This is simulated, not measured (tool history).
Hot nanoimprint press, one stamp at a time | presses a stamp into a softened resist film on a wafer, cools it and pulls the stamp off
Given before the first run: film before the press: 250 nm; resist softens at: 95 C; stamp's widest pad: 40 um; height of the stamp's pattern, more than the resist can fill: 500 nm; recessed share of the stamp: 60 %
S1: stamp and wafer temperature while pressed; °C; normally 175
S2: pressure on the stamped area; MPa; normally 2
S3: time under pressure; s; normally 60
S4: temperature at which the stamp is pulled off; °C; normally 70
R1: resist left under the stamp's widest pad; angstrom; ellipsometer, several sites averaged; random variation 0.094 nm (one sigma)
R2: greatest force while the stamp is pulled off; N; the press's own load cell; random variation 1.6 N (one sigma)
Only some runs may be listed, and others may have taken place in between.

{"run": 1, "hour": 0.0, "S1": 175, "S2": 2, "S3": 60, "S4": 70, "R1": 1178.9, "R2": 195}
{"run": 2, "hour": 17.1, "S1": 175, "S2": 2, "S3": 119, "S4": 70, "R1": 938.5, "R2": 199}
{"run": 3, "hour": 39.1, "S1": 175, "S2": 2, "S3": 60, "S4": 70, "R1": 1177.4, "R2": 197}
{"run": 4, "hour": 67.1, "S1": 175, "S2": 2, "S3": 60, "S4": 70, "R1": 1177.4, "R2": 196}
{"run": 5, "hour": 87.9, "S1": 175, "S2": 2, "S3": 60, "S4": 70, "R1": 1177.5, "R2": 197}
{"run": 6, "hour": 112.7, "S1": 175, "S2": 2, "S3": 60, "S4": 70, "R1": 1175.8, "R2": 201}
{"hour": 123.5, "done": "plate thermocouple calibrated"}
{"run": 7, "hour": 135.0, "S1": 180, "S2": 2, "S3": 60, "S4": 70, "R1": 970.8, "R2": 200}

Predict the results of run 8:
{"run": 8, "hour": 155.0, "S1": 180, "S2": 2, "S3": 60, "S4": 70, "R1": "?", "R2": "?"}

R1: 970.3 angstrom
R2: 200 N
With no hidden state in the tool, this same run would have given R1 953.8 angstrom, R2 176 N.
